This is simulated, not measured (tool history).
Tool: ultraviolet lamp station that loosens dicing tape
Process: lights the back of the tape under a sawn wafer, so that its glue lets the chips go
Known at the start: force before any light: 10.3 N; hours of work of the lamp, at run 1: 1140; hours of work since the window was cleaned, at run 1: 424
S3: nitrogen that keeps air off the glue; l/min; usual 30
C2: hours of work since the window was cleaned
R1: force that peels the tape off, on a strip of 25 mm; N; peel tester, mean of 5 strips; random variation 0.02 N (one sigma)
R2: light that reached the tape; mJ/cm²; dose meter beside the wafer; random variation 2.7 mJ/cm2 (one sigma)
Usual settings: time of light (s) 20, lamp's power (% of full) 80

{"run": 1, "day": 0.0, "time of light (s)": 20, "lamp's power (% of full)": 80, "S3": 30, "hours of work of the lamp": 1140, "C2": 424, "R1": 2.116, "R2": 244}
{"run": 2, "day": 3.158, "time of light (s)": 20, "lamp's power (% of full)": 80, "S3": 30, "hours of work of the lamp": 1194, "C2": 478, "R1": 2.212, "R2": 236}
{"run": 3, "day": 4.717, "time of light (s)": 20, "lamp's power (% of full)": 80, "S3": 30, "hours of work of the lamp": 1221, "C2": 504, "R1": 2.352, "R2": 227}
{"day": 5.029, "done": "lamp changed"}
{"run": 4, "day": 7.8, "time of light (s)": 12, "lamp's power (% of full)": 80, "S3": 30, "hours of work of the lamp": 48, "C2": 557, "R1": 3.082, "R2": 185}
{"run": 5, "day": 9.225, "time of light (s)": 12, "lamp's power (% of full)": 80, "S3": 30, "hours of work of the lamp": 72, "C2": 581, "R1": 3.128, "R2": 185}
{"run": 6, "day": 11.854, "time of light (s)": 20, "lamp's power (% of full)": 80, "S3": 24, "hours of work of the lamp": 117, "C2": 626, "R1": 1.749, "R2": 299}
{"day": 13.258, "done": "window cleaned of glue's vapour"}
{"run": 7, "day": 13.567, "time of light (s)": 20, "lamp's power (% of full)": 80, "S3": 24, "hours of work of the lamp": 146, "C2": 5, "R1": 1.932, "R2": 270}
{"run": 8, "day": 16.425, "time of light (s)": 20, "lamp's power (% of full)": 80, "S3": 24, "hours of work of the lamp": 195, "C2": 54, "R1": 2.077, "R2": 264}
{"run": 9, "day": 19.375, "time of light (s)": 20, "lamp's power (% of full)": 80, "S3": 11, "hours of work of the lamp": 246, "C2": 105, "R1": 3.11, "R2": 259}
{"run": 10, "day": 21.529, "time of light (s)": 20, "lamp's power (% of full)": 80, "S3": 11, "hours of work of the lamp": 283, "C2": 142, "R1": 3.142, "R2": 252}
{"run": 11, "day": 23.104, "time of light (s)": 20, "lamp's power (% of full)": 64, "S3": 30, "hours of work of the lamp": 310, "C2": 169, "R1": 2.826, "R2": 188}
{"run": 12, "day": 24.658, "time of light (s)": 20, "lamp's power (% of full)": 80, "S3": 30, "hours of work of the lamp": 336, "C2": 196, "R1": 2.099, "R2": 242}
{"run": 13, "day": 26.317, "time of light (s)": 20, "lamp's power (% of full)": 80, "S3": 30, "hours of work of the lamp": 365, "C2": 224, "R1": 2.213, "R2": 237}
{"run": 14, "day": 28.338, "time of light (s)": 20, "lamp's power (% of full)": 92, "S3": 30, "hours of work of the lamp": 399, "C2": 259, "R1": 1.806, "R2": 268}
{"run": 15, "day": 30.333, "time of light (s)": 27, "lamp's power (% of full)": 80, "S3": 30, "hours of work of the lamp": 434, "C2": 293, "R1": 1.415, "R2": 306}
{"run": 16, "day": 32.725, "time of light (s)": 27, "lamp's power (% of full)": 80, "S3": 30, "hours of work of the lamp": 475, "C2": 334, "R1": 1.499, "R2": 294}
{"day": 33.904, "done": "window cleaned of glue's vapour, once more"}
{"run": 17, "day": 36.038, "time of light (s)": 27, "lamp's power (% of full)": 80, "S3": 30, "hours of work of the lamp": 531, "C2": 37, "R1": 0.65, "R2": 435}
{"run": 18, "day": 39.167, "time of light (s)": 20, "lamp's power (% of full)": 75, "S3": 30, "hours of work of the lamp": 585, "C2": 90, "R1": 1.502, "R2": 294}
{"run": 19, "day": 40.592, "time of light (s)": 20, "lamp's power (% of full)": 75, "S3": 30, "hours of work of the lamp": 609, "C2": 115, "R1": 1.541, "R2": 284}
{"run": 20, "day": 43.8, "time of light (s)": 20, "lamp's power (% of full)": 75, "S3": 30, "hours of work of the lamp": 664, "C2": 170, "R1": 1.672, "R2": 282}
{"run": 21, "day": 46.983, "time of light (s)": 20, "lamp's power (% of full)": 75, "S3": 30, "hours of work of the lamp": 719, "C2": 224, "R1": 1.692, "R2": 275}
{"run": 22, "day": 49.7, "time of light (s)": 20, "lamp's power (% of full)": 75, "S3": 30, "hours of work of the lamp": 765, "C2": 271, "R1": 1.824, "R2": 270}
{"run": 23, "day": 52.838, "time of light (s)": 29, "lamp's power (% of full)": 75, "S3": 12, "hours of work of the lamp": 819, "C2": 325, "R1": 1.657, "R2": 379}
{"run": 24, "day": 54.921, "time of light (s)": 39, "lamp's power (% of full)": 65, "S3": 51, "hours of work of the lamp": 855, "C2": 360, "R1": 0.472, "R2": 430}
{"run": 25, "day": 56.838, "time of light (s)": 24, "lamp's power (% of full)": 67, "S3": 30, "hours of work of the lamp": 888, "C2": 393, "R1": 1.804, "R2": 266}
{"run": 26, "day": 58.346, "time of light (s)": 12, "lamp's power (% of full)": 80, "S3": 59, "hours of work of the lamp": 914, "C2": 419, "R1": 3.115, "R2": 157}
{"run": 27, "day": 59.883, "time of light (s)": 12, "lamp's power (% of full)": 80, "S3": 59, "hours of work of the lamp": 940, "C2": 446, "R1": 3.105, "R2": 153}
{"run": 28, "day": 62.162, "time of light (s)": 40, "lamp's power (% of full)": 90, "S3": 11, "hours of work of the lamp": 979, "C2": 485, "R1": 0.752, "R2": 565}
{"run": 29, "day": 65.0, "time of light (s)": 11, "lamp's power (% of full)": 82, "S3": 11, "hours of work of the lamp": 1028, "C2": 533, "R1": 5.164, "R2": 139}
{"run": 30, "day": 66.888, "time of light (s)": 30, "lamp's power (% of full)": 80, "S3": 9, "hours of work of the lamp": 1060, "C2": 566, "R1": 2.078, "R2": 361}
{"run": 31, "day": 70.288, "time of light (s)": 30, "lamp's power (% of full)": 80, "S3": 9, "hours of work of the lamp": 1119, "C2": 624, "R1": 2.155, "R2": 352}
{"day": 71.821, "done": "window cleaned of glue's vapour"}
{"run": 32, "day": 72.033, "time of light (s)": 30, "lamp's power (% of full)": 80, "S3": 9, "hours of work of the lamp": 1148, "C2": 4, "R1": 1.62, "R2": 424}
{"run": 33, "day": 73.683, "time of light (s)": 20, "lamp's power (% of full)": 80, "S3": 40, "hours of work of the lamp": 1176, "C2": 32, "R1": 1.533, "R2": 276}
{"run": 34, "day": 76.3, "time of light (s)": 20, "lamp's power (% of full)": 80, "S3": 40, "hours of work of the lamp": 1221, "C2": 77, "R1": 1.637, "R2": 268}
{"day": 76.529, "done": "lamp changed"}
{"run": 35, "day": 79.458, "time of light (s)": 13, "lamp's power (% of full)": 97, "S3": 10, "hours of work of the lamp": 50, "C2": 130, "R1": 2.979, "R2": 279}
{"run": 36, "day": 81.167, "time of light (s)": 21, "lamp's power (% of full)": 76, "S3": 57, "hours of work of the lamp": 80, "C2": 160, "R1": 0.791, "R2": 345}
{"run": 37, "day": 84.338, "time of light (s)": 21, "lamp's power (% of full)": 76, "S3": 15, "hours of work of the lamp": 134, "C2": 214, "R1": 1.784, "R2": 332}

4 ways to go on from here, each from the tool as it stands after run 37. What would each give?
{"run": "A", "day": 87.329, "time of light (s)": 15, "lamp's power (% of full)": 98, "S3": 10, "hours of work of the lamp": 185, "C2": 265, "R1": "?", "R2": "?"}
{"run": "B", "day": 87.329, "time of light (s)": 12, "lamp's power (% of full)": 79, "S3": 15, "hours of work of the lamp": 185, "C2": 265, "R1": "?", "R2": "?"}
{"run": "C", "day": 87.329, "time of light (s)": 21, "lamp's power (% of full)": 67, "S3": 15, "hours of work of the lamp": 185, "C2": 265, "R1": "?", "R2": "?"}
{"run": "D", "day": 87.329, "time of light (s)": 15, "lamp's power (% of full)": 74, "S3": 26, "hours of work of the lamp": 185, "C2": 265, "R1": "?", "R2": "?"}

run=A R1=2.570 R2=299
run=B R1=3.671 R2=194
run=C R1=2.214 R2=292
run=D R1=2.548 R2=223
Without the tool's hidden state the same runs would have given:
run=A R1=2.156 R2=338
run=B R1=3.220 R2=219
run=C R1=1.830 R2=329
run=D R1=2.130 R2=252
